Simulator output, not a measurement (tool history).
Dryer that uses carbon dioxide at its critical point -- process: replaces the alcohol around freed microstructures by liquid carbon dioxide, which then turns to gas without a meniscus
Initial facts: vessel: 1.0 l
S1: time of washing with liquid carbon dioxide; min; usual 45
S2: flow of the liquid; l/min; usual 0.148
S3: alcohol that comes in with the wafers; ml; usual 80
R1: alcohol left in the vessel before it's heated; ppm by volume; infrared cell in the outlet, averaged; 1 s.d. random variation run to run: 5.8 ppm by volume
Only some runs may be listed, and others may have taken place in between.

Run 1, hour 0: usual settings. Result: R1 269 ppm by volume.
Run 2, hour 9.2: usual settings but S2 0.153 l/min. Result: R1 227 ppm by volume.
Run 3, hour 26.6: usual settings but S2 0.171 l/min. Result: R1 126 ppm by volume.
Run 4, hour 42.8: usual settings but S3 74 ml. Result: R1 251 ppm by volume.
Run 5, hour 53.8: usual settings but S3 74 ml. Result: R1 256 ppm by volume.
Run 6, hour 74.2: usual settings but S3 74 ml. Result: R1 258 ppm by volume.
Run 7, hour 93.8: usual settings but S1 58 min. Result: R1 73 ppm by volume.
Run 8, hour 102.8: usual settings but S1 30 min, S2 0.095 l/min, S3 110 ml. Result: R1 9115 ppm by volume.
Run 9, hour 122: usual settings but S1 44 min, S2 0.104 l/min, S3 91 ml. Result: R1 1732 ppm by volume.
At hour 126.2: inlet filter changed.
Run 10, hour 141.3: usual settings but S1 53 min, S2 0.228 l/min. Result: R1 35 ppm by volume.

Run 11 comes next. What will it give?
Run 11, hour 152.4: usual settings but S1 53 min, S2 0.228 l/min. Result: R1 ?.

R1: 33 ppm by volume
With no hidden state in the tool, this same run would have given R1 5 ppm by volume.
